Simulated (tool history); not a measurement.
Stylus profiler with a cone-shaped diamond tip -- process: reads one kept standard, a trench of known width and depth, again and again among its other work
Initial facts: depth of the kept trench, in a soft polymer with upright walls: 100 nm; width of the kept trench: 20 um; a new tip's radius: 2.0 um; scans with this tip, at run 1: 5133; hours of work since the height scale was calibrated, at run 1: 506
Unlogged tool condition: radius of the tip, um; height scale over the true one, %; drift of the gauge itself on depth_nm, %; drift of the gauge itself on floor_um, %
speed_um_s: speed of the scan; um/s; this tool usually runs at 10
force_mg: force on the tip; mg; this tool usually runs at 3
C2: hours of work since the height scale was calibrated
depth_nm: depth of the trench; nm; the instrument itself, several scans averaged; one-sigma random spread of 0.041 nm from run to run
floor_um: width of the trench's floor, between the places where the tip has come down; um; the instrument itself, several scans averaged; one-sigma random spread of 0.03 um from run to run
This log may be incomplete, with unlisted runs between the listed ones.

run 1 hour=0 | speed_um_s=10 force_mg=3 | scans_with_this_tip=5133 C2=506 | depth_nm=102.22 floor_um=18.42
run 2 hour=24.7 | speed_um_s=10 force_mg=3 | scans_with_this_tip=5269 C2=519 | depth_nm=102.18 floor_um=18.4
run 3 hour=40.3 | speed_um_s=10 force_mg=1.86 | scans_with_this_tip=5356 C2=528 | depth_nm=101.71 floor_um=18.38
run 4 hour=50.5 | speed_um_s=10 force_mg=3 | scans_with_this_tip=5413 C2=533 | depth_nm=102.2 floor_um=18.43
run 5 hour=61.4 | speed_um_s=27 force_mg=3 | scans_with_this_tip=5473 C2=539 | depth_nm=102.25 floor_um=18.29
run 6 hour=73.2 | speed_um_s=10 force_mg=5.89 | scans_with_this_tip=5538 C2=546 | depth_nm=103.35 floor_um=18.48
run 7 hour=98 | speed_um_s=10 force_mg=5.89 | scans_with_this_tip=5676 C2=559 | depth_nm=103.41 floor_um=18.47
run 8 hour=113.4 | speed_um_s=10 force_mg=5.89 | scans_with_this_tip=5761 C2=567 | depth_nm=103.42 floor_um=18.38
run 9 hour=128.7 | speed_um_s=10 force_mg=5.89 | scans_with_this_tip=5846 C2=576 | depth_nm=103.41 floor_um=18.44
run 10 hour=139.3 | speed_um_s=10 force_mg=2.04 | scans_with_this_tip=5905 C2=582 | depth_nm=101.8 floor_um=18.41
run 11 hour=159.1 | speed_um_s=10 force_mg=2.04 | scans_with_this_tip=6015 C2=592 | depth_nm=101.82 floor_um=18.4
run 12 hour=172.9 | speed_um_s=10 force_mg=8.53 | scans_with_this_tip=6091 C2=600 | depth_nm=104.23 floor_um=18.43
run 13 hour=188.4 | speed_um_s=10 force_mg=8.53 | scans_with_this_tip=6177 C2=608 | depth_nm=104.28 floor_um=18.41
run 14 hour=201.9 | speed_um_s=10 force_mg=8.53 | scans_with_this_tip=6252 C2=616 | depth_nm=104.21 floor_um=18.38
run 15 hour=212.8 | speed_um_s=10 force_mg=8.53 | scans_with_this_tip=6313 C2=622 | depth_nm=104.23 floor_um=18.4
run 16 hour=237.1 | speed_um_s=10 force_mg=8.53 | scans_with_this_tip=6447 C2=635 | depth_nm=104.25 floor_um=18.42
run 17 hour=261.5 | speed_um_s=10 force_mg=8.53 | scans_with_this_tip=6583 C2=648 | depth_nm=104.21 floor_um=18.41
run 18 hour=279.2 | speed_um_s=4 force_mg=3 | scans_with_this_tip=6681 C2=658 | depth_nm=102.24 floor_um=18.42
run 19 hour=289.8 | speed_um_s=36 force_mg=3 | scans_with_this_tip=6739 C2=664 | depth_nm=102.3 floor_um=18.28
run 20 hour=308.4 | speed_um_s=10 force_mg=3 | scans_with_this_tip=6843 C2=674 | depth_nm=102.26 floor_um=18.38
run 21 hour=325.6 | speed_um_s=10 force_mg=3 | scans_with_this_tip=6938 C2=683 | depth_nm=102.38 floor_um=18.37
run 22 hour=346.5 | speed_um_s=10 force_mg=3 | scans_with_this_tip=7054 C2=695 | depth_nm=102.27 floor_um=18.41
run 23 hour=358.6 | speed_um_s=10 force_mg=3 | scans_with_this_tip=7121 C2=701 | depth_nm=102.25 floor_um=18.36
run 24 hour=379.6 | speed_um_s=2 force_mg=4.03 | scans_with_this_tip=7237 C2=713 | depth_nm=102.73 floor_um=18.4
run 25 hour=400.2 | speed_um_s=11 force_mg=3.73 | scans_with_this_tip=7351 C2=724 | depth_nm=102.63 floor_um=18.37
run 26 hour=424.8 | speed_um_s=8 force_mg=1.31 | scans_with_this_tip=7488 C2=738 | depth_nm=101.51 floor_um=18.34
run 27 hour=444.4 | speed_um_s=8 force_mg=1.31 | scans_with_this_tip=7597 C2=748 | depth_nm=101.53 floor_um=18.34
run 28 hour=468.2 | speed_um_s=8 force_mg=1.31 | scans_with_this_tip=7729 C2=761 | depth_nm=101.55 floor_um=18.32
run 29 hour=492.9 | speed_um_s=8 force_mg=1.31 | scans_with_this_tip=7866 C2=775 | depth_nm=101.51 floor_um=18.28
run 30 hour=516.3 | speed_um_s=23 force_mg=1.19 | scans_with_this_tip=7995 C2=788 | depth_nm=101.45 floor_um=18.19
run 31 hour=527.1 | speed_um_s=36 force_mg=3.64 | scans_with_this_tip=8055 C2=793 | depth_nm=102.58 floor_um=18.18
run 32 hour=538.6 | speed_um_s=7 force_mg=1.28 | scans_with_this_tip=8119 C2=800 | depth_nm=101.51 floor_um=18.33
run 33 hour=562 | speed_um_s=2 force_mg=4.99 | scans_with_this_tip=8249 C2=813 | depth_nm=103.19 floor_um=18.34
run 34 hour=576.5 | speed_um_s=13 force_mg=3 | scans_with_this_tip=8329 C2=820 | depth_nm=102.43 floor_um=18.32
run 35 hour=594.6 | speed_um_s=13 force_mg=1.77 | scans_with_this_tip=8430 C2=830 | depth_nm=101.74 floor_um=18.25
run 36 hour=613.1 | speed_um_s=13 force_mg=1.77 | scans_with_this_tip=8532 C2=840 | depth_nm=101.74 floor_um=18.25
run 37 hour=625.3 | speed_um_s=3 force_mg=1.82 | scans_with_this_tip=8599 C2=847 | depth_nm=101.87 floor_um=18.28
run 38 hour=647.4 | speed_um_s=3 force_mg=1.82 | scans_with_this_tip=8722 C2=859 | depth_nm=101.87 floor_um=18.29
run 39 hour=659.5 | speed_um_s=3 force_mg=1.82 | scans_with_this_tip=8789 C2=866 | depth_nm=101.87 floor_um=18.38
run 40 hour=670.2 | speed_um_s=3 force_mg=1.82 | scans_with_this_tip=8849 C2=872 | depth_nm=101.83 floor_um=18.36
run 41 hour=688.5 | speed_um_s=17 force_mg=2.22 | scans_with_this_tip=8950 C2=882 | depth_nm=102.02 floor_um=18.24
run 42 hour=709.8 | speed_um_s=23 force_mg=4.25 | scans_with_this_tip=9068 C2=893 | depth_nm=102.92 floor_um=18.23
-- hour=719.9 height scale calibrated on a step standard
run 43 hour=721.4 | speed_um_s=23 force_mg=4.25 | scans_with_this_tip=9130 C2=1 | depth_nm=102.48 floor_um=18.18
run 44 hour=744.4 | speed_um_s=23 force_mg=4.25 | scans_with_this_tip=9257 C2=13 | depth_nm=102.42 floor_um=18.17

What will run 45 give?
run 45 hour=755.1 | speed_um_s=6 force_mg=7.19 | scans_with_this_tip=9317 C2=19 | depth_nm=? floor_um=?

{"run 45": {"depth_nm": 103.57, "floor_um": 18.36}}
On a tool with no hidden condition, and with the same random variation, this run would have come out at depth_nm 103.54 nm, floor_um 18.79 um.
